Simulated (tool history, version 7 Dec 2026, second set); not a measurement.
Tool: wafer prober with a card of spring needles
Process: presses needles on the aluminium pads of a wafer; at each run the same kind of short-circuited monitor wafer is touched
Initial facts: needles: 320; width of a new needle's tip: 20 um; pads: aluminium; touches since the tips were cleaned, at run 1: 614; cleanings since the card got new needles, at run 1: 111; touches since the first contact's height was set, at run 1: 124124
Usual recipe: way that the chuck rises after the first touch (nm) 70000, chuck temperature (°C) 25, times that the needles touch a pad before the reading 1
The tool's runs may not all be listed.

run	hour	way that the chuck rises after the first touch (nm)	chuck temperature (°C)	times that the needles touch a pad before the reading	touches since the tips were cleaned	cleanings since the card got new needles	touches since the first contact's height was set	resistance of one needle with its contact and lead (mohm)	way that a needle slides on the pad (nm)
1	0.0	70000	25	1	614	111	124124	135	12820
# hour 5.2: tips cleaned on abrasive film
# hour 12.1: tips cleaned on abrasive film
# hour 20.8: tips cleaned on abrasive film
# hour 29.4: tips cleaned on abrasive film
# hour 36.3: tips cleaned on abrasive film
# hour 45.0: tips cleaned on abrasive film
# hour 53.6: tips cleaned on abrasive film
2	58.8	70000	25	1	1791	118	143978	160	12760
# hour 60.6: tips cleaned on abrasive film
# hour 69.3: tips cleaned on abrasive film
# hour 76.2: tips cleaned on abrasive film
# hour 84.8: tips cleaned on abrasive film
# hour 91.7: tips cleaned on abrasive film
# hour 100.4: tips cleaned on abrasive film
# hour 107.3: tips cleaned on abrasive film
3	110.7	70000	25	1	1151	125	161447	151	12680
# hour 115.9: tips cleaned on abrasive film
# hour 122.8: tips cleaned on abrasive film
# hour 129.7: tips cleaned on abrasive film
# hour 138.4: tips cleaned on abrasive film
# hour 145.3: tips cleaned on abrasive film
# hour 152.2: tips cleaned on abrasive film
# hour 160.8: tips cleaned on abrasive film
# hour 164.5: height of the first contact set anew
# hour 168.0: tips cleaned on abrasive film
4	168.1	70000	25	1	14	133	1180	122	13350
# hour 175.0: tips cleaned on abrasive film
# hour 183.6: tips cleaned on abrasive film
# hour 192.3: tips cleaned on abrasive film
# hour 199.2: tips cleaned on abrasive film
# hour 207.8: tips cleaned on abrasive film
# hour 214.7: tips cleaned on abrasive film
# hour 223.4: tips cleaned on abrasive film
# hour 232.0: tips cleaned on abrasive film
# hour 240.6: tips cleaned on abrasive film
# hour 247.5: tips cleaned on abrasive film
5	250.7	70000	25	1	1083	143	29062	148	13210
# hour 255.9: tips cleaned on abrasive film
# hour 262.9: tips cleaned on abrasive film
# hour 271.5: tips cleaned on abrasive film
# hour 280.1: tips cleaned on abrasive film
# hour 288.7: tips cleaned on abrasive film
6	289.8	51000	25	1	358	148	42238	148	9550
# hour 296.7: tips cleaned on abrasive film
# hour 303.6: tips cleaned on abrasive film
# hour 310.6: tips cleaned on abrasive film
# hour 319.2: tips cleaned on abrasive film
# hour 327.8: tips cleaned on abrasive film
# hour 336.4: tips cleaned on abrasive film
# hour 343.4: tips cleaned on abrasive film
# hour 350.3: tips cleaned on abrasive film
# hour 358.9: tips cleaned on abrasive film
# hour 365.8: tips cleaned on abrasive film
# hour 372.8: tips cleaned on abrasive film
7	377.6	51000	25	1	1664	159	71867	197	9470
# hour 381.1: tips cleaned on abrasive film
# hour 388.1: tips cleaned on abrasive film
# hour 396.7: tips cleaned on abrasive film
# hour 405.3: tips cleaned on abrasive film
# hour 413.9: tips cleaned on abrasive film
# hour 420.9: tips cleaned on abrasive film
# hour 429.5: tips cleaned on abrasive film
# hour 438.1: tips cleaned on abrasive film
# hour 446.7: tips cleaned on abrasive film
# hour 453.7: tips cleaned on abrasive film
# hour 460.6: tips cleaned on abrasive film
8	465.6	51000	25	1	1715	170	101547	190	9270
# hour 469.1: tips cleaned on abrasive film
# hour 477.8: tips cleaned on abrasive film
# hour 486.4: tips cleaned on abrasive film
# hour 495.0: tips cleaned on abrasive film
# hour 503.6: tips cleaned on abrasive film
# hour 510.6: tips cleaned on abrasive film
9	513.1	51000	25	1	864	176	117559	168	9260
# hour 518.3: tips cleaned on abrasive film
# hour 525.2: tips cleaned on abrasive film
# hour 533.9: tips cleaned on abrasive film
# hour 540.8: tips cleaned on abrasive film
# hour 549.4: tips cleaned on abrasive film
# hour 558.0: tips cleaned on abrasive film
# hour 566.7: tips cleaned on abrasive film
# hour 575.3: tips cleaned on abrasive film
# hour 583.9: tips cleaned on abrasive film
# hour 592.5: tips cleaned on abrasive film
# hour 599.5: tips cleaned on abrasive film
# hour 606.8: tips cleaned on abrasive film
10	606.8	73000	25	1	0	188	149174	121	13340
# hour 615.5: tips cleaned on abrasive film
# hour 624.1: tips cleaned on abrasive film
# hour 632.7: tips cleaned on abrasive film
# hour 641.4: tips cleaned on abrasive film
# hour 650.0: tips cleaned on abrasive film
# hour 658.6: tips cleaned on abrasive film
# hour 667.2: tips cleaned on abrasive film
# hour 675.9: tips cleaned on abrasive film
# hour 684.5: tips cleaned on abrasive film
11	687.4	69000	29	1	991	197	176381	155	12430
# hour 692.6: tips cleaned on abrasive film
# hour 696.3: height of the first contact set anew
# hour 699.8: tips cleaned on abrasive film
# hour 708.5: tips cleaned on abrasive film
# hour 715.4: tips cleaned on abrasive film
# hour 722.3: tips cleaned on abrasive film
# hour 730.9: tips cleaned on abrasive film
# hour 737.9: tips cleaned on abrasive film
# hour 746.5: tips cleaned on abrasive film
# hour 753.4: tips cleaned on abrasive film
# hour 760.3: tips cleaned on abrasive film
# hour 769.0: tips cleaned on abrasive film
# hour 775.9: tips cleaned on abrasive film
12	777.2	68000	67	2	448	209	27247	132	12900
# hour 784.1: tips cleaned on abrasive film
# hour 791.0: tips cleaned on abrasive film
# hour 798.0: tips cleaned on abrasive film
# hour 806.6: tips cleaned on abrasive film
# hour 813.5: tips cleaned on abrasive film
# hour 822.1: tips cleaned on abrasive film
# hour 829.1: tips cleaned on abrasive film
# hour 837.7: tips cleaned on abrasive film
13	840.4	75000	25	3	919	217	48558	128	14070
# hour 845.6: tips cleaned on abrasive film
# hour 854.2: tips cleaned on abrasive film
# hour 862.9: tips cleaned on abrasive film
# hour 871.5: tips cleaned on abrasive film
# hour 880.1: tips cleaned on abrasive film
# hour 887.0: tips cleaned on abrasive film
# hour 895.7: tips cleaned on abrasive film
# hour 904.3: tips cleaned on abrasive film
# hour 912.9: tips cleaned on abrasive film
# hour 921.5: tips cleaned on abrasive film
14	924.7	86000	110	3	1070	227	77010	134	16030
# hour 929.9: tips cleaned on abrasive film
# hour 936.8: tips cleaned on abrasive film
# hour 945.4: tips cleaned on abrasive film
# hour 952.4: tips cleaned on abrasive film
# hour 961.0: tips cleaned on abrasive film
# hour 967.9: tips cleaned on abrasive film
# hour 976.5: tips cleaned on abrasive film
# hour 985.2: tips cleaned on abrasive film
# hour 993.8: tips cleaned on abrasive film
# hour 1005.8: card fitted with new needles
# hour 1014.4: tips cleaned on abrasive film
# hour 1023.0: tips cleaned on abrasive film
15	1028.7	86000	110	3	1914	2	7739	135	16490
# hour 1030.5: tips cleaned on abrasive film
# hour 1039.1: tips cleaned on abrasive film
# hour 1046.0: tips cleaned on abrasive film
# hour 1054.6: tips cleaned on abrasive film
# hour 1061.6: tips cleaned on abrasive film
# hour 1070.2: tips cleaned on abrasive film
16	1074.3	86000	41	2	1422	8	23141	129	16390
# hour 1077.9: tips cleaned on abrasive film
# hour 1086.5: tips cleaned on abrasive film
# hour 1095.1: tips cleaned on abrasive film
# hour 1103.7: tips cleaned on abrasive film
# hour 1112.4: tips cleaned on abrasive film
# hour 1121.0: tips cleaned on abrasive film
# hour 1127.9: tips cleaned on abrasive film
# hour 1136.5: tips cleaned on abrasive film
# hour 1145.2: tips cleaned on abrasive film
# hour 1153.8: tips cleaned on abrasive film
17	1154.4	86000	41	2	215	18	50156	122	16260
# hour 1161.4: tips cleaned on abrasive film
# hour 1168.3: tips cleaned on abrasive film
# hour 1176.9: tips cleaned on abrasive film
# hour 1185.5: tips cleaned on abrasive film
# hour 1192.5: tips cleaned on abrasive film
# hour 1201.1: tips cleaned on abrasive film
18	1201.4	61000	27	2	103	24	65990	128	11410
# hour 1208.3: tips cleaned on abrasive film
# hour 1215.2: tips cleaned on abrasive film
# hour 1222.1: tips cleaned on abrasive film
# hour 1230.8: tips cleaned on abrasive film
# hour 1237.7: tips cleaned on abrasive film
# hour 1246.3: tips cleaned on abrasive film
# hour 1253.2: tips cleaned on abrasive film
# hour 1261.9: tips cleaned on abrasive film
# hour 1268.8: tips cleaned on abrasive film
# hour 1277.4: tips cleaned on abrasive film
# hour 1286.1: tips cleaned on abrasive film
# hour 1293.0: tips cleaned on abrasive film
19	1296.7	78000	62	2	1256	36	98123	134	14560

Consider 4 possible next runs. They are alternatives, not a sequence: every one starts from the tool as it was left by run 19. What does each give?
# hour 1300.2: tips cleaned on abrasive film
# hour 1308.8: tips cleaned on abrasive film
# hour 1317.4: tips cleaned on abrasive film
# hour 1326.0: tips cleaned on abrasive film
# hour 1334.7: tips cleaned on abrasive film
A	1335.9	78000	44	1	420	41	111361	?	?
# hour 1300.2: tips cleaned on abrasive film
# hour 1308.8: tips cleaned on abrasive film
# hour 1317.4: tips cleaned on abrasive film
# hour 1326.0: tips cleaned on abrasive film
# hour 1334.7: tips cleaned on abrasive film
B	1335.9	88000	25	1	420	41	111361	?	?
# hour 1300.2: tips cleaned on abrasive film
# hour 1308.8: tips cleaned on abrasive film
# hour 1317.4: tips cleaned on abrasive film
# hour 1326.0: tips cleaned on abrasive film
# hour 1334.7: tips cleaned on abrasive film
C	1335.9	78000	29	2	420	41	111361	?	?
# hour 1300.2: tips cleaned on abrasive film
# hour 1308.8: tips cleaned on abrasive film
# hour 1317.4: tips cleaned on abrasive film
# hour 1326.0: tips cleaned on abrasive film
# hour 1334.7: tips cleaned on abrasive film
D	1335.9	78000	74	3	420	41	111361	?	?

run	resistance of one needle with its contact and lead (mohm)	way that a needle slides on the pad (nm)
A	131	14470
B	125	16300
C	126	14450
D	130	14470
Stripped of hidden state, with their random variation kept, the same runs would have yielded:
run	resistance of one needle with its contact and lead (mohm)	way that a needle slides on the pad (nm)
A	119	14940
B	115	16770
C	119	14920
D	125	14940

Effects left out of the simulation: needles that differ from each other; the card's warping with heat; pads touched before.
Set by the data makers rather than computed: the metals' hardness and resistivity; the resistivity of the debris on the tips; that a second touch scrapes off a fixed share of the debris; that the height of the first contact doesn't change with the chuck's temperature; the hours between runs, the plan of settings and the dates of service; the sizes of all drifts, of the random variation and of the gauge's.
